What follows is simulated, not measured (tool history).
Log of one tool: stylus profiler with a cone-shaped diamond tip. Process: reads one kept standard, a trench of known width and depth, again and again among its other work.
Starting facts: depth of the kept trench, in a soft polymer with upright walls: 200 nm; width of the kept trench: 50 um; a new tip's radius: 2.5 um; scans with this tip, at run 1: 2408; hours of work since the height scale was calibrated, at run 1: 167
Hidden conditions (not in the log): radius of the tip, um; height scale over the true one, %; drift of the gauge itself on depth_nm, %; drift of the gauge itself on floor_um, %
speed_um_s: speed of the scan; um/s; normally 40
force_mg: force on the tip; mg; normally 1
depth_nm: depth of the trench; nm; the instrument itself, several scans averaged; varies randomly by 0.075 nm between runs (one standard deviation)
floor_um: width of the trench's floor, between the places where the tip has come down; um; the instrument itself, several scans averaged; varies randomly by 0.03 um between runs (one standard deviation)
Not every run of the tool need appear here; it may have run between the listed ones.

run    hour  speed_um_s  force_mg  scans with this tip  hours of work since the height scale was calibrated  depth_nm  floor_um
  1       0          40         1                 2408                                                  167    201.79     47.87
  2    91.3          40         1                 3432                                                  237    201.65     47.86
  3   174.3          40         1                 4364                                                  302    201.73     47.83
  4   263.6          40         1                 5366                                                  371    201.83      47.9
  5   332.4          31         1                 6138                                                  425    201.87     47.85
  6   392.6          31         1                 6814                                                  471    201.91     47.88
  7   445.5          40      0.82                 7407                                                  513    201.49     47.84
  8   546.9          40      0.82                 8545                                                  591     201.6     47.85
  9     598          40      0.82                 9118                                                  631    201.68     47.85
 10   698.9          40      0.82                10250                                                  709    201.72     47.82
 11     775          40      0.82                11104                                                  768    201.66     47.88
 12   857.1          40      0.82                12026                                                  832    201.63     47.83
      921.4  -- height scale calibrated on a step standard
 13   928.7         103         1                12823                                                    6    201.67     47.53
 14  1002.7          31         1                13655                                                   63     201.7     47.86
 15  1048.1          40         1                14164                                                   98    201.72     47.84
 16  1092.6          40      2.46                14663                                                  133    203.27     47.89
 17  1141.2          40      2.46                15208                                                  171     203.2     47.86
 18  1223.4          40      2.46                16131                                                  235     203.2     47.93
 19  1286.6          40      2.46                16841                                                  284    203.15      47.9
 20  1377.4          40         1                17859                                                  354    201.69      47.8
 21  1424.3          40         1                18385                                                  391    201.77     47.85
 22  1498.9          40         1                19222                                                  448    201.72     47.89
 23  1552.5          40         1                19824                                                  490    201.74     47.82
 24    1628          40         1                20671                                                  549    201.73     47.83
 25  1685.7          40         1                21319                                                  594    201.82     47.87
 26  1760.4          48      0.45                22157                                                  652    201.15     47.71
 27  1837.2          43      2.33                23019                                                  711    203.16      47.9
 28  1901.7          11       0.9                23742                                                  761    201.64     47.99
 29  1978.6          11       0.9                24605                                                  821    201.64     47.97
 30  2050.3          11       0.9                25411                                                  877    201.66     47.97
     2061.5  -- height scale calibrated on a step standard
 31    2118         136      2.17                26164                                                   44    203.02      47.6
 32  2167.4         136      2.17                26719                                                   82    203.01     47.61
 33  2259.1          19      0.58                27748                                                  153     201.3     47.93
 34  2358.1          26      1.14                28859                                                  230    201.91      47.9
 35  2437.9          26      1.14                29754                                                  292    202.03     47.92
 36  2529.6          26      1.14                30783                                                  363    201.92     47.91
 37  2597.8          60      0.34                31549                                                  416    200.91     47.55
 38  2675.2          19      0.36                32417                                                  477    200.86     47.88
     2729.2  -- new tip fitted, height scale calibrated
 39    2758          19      0.36                  324                                                   22    200.84     47.95
 40  2824.2          78      0.81                 1067                                                   74    201.57     47.69
 41  2914.6          78      0.81                 2081                                                  144    201.59     47.66
 42  3016.1          23      0.48                 3219                                                  223     201.1     47.88
 43  3076.5          29      0.99                 3898                                                  270    201.85     47.93
 44  3178.6         117         1                 5043                                                  349     201.7     47.49
 45    3252          43      0.41                 5867                                                  406    200.99     47.78
 46  3344.5          33      0.62                 6905                                                  478    201.17     47.84

Hidden condition of the tool, last listed run before each entry between runs versus first listed run after:
After run 12, before run 13: height scale calibrated on a step standard (hour 921.4)
  height scale over the true one, %: 0.005 -> 0
After run 30, before run 31: height scale calibrated on a step standard (hour 2061.5)
  height scale over the true one, %: 0.005 -> 0
After run 38, before run 39: new tip fitted, height scale calibrated (hour 2729.2)
  radius of the tip, um: 2.53 -> 2.5; height scale over the true one, %: 0.002 -> 0
